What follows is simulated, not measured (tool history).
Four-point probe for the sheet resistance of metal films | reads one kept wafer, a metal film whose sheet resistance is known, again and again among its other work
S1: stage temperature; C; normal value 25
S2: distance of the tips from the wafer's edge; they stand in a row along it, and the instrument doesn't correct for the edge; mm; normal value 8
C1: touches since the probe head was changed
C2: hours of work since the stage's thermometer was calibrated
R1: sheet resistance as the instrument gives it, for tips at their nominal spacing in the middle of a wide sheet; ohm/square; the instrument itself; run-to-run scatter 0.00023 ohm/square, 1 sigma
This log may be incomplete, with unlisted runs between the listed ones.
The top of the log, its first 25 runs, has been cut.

run	day	S1	S2	C1	C2	R1
26	47.112	28	14	109864	1780	1.122043
# day 47.608: stage's thermometer calibrated
27	49.429	29	14	111656	32	1.122032
28	51.012	20	47	112887	60	1.120815
29	53.471	25	6	114805	103	1.144828
30	55.654	27	6	116507	141	1.144393
31	57.271	26	69	117768	170	1.11841
32	59.004	26	69	119118	200	1.11831
33	61.046	32	9	120711	236	1.127687
34	62.462	33	50	121813	261	1.115957
35	65.225	33	50	123967	309	1.116365

Run 36, settings as shown, results not yet in. Your forecast:
36	66.517	22	35	124975	332	?

R1: 1.120363 ohm/square
Were there no unlogged condition in the tool, this run, its random variation unchanged, would have produced R1 1.120198 ohm/square.
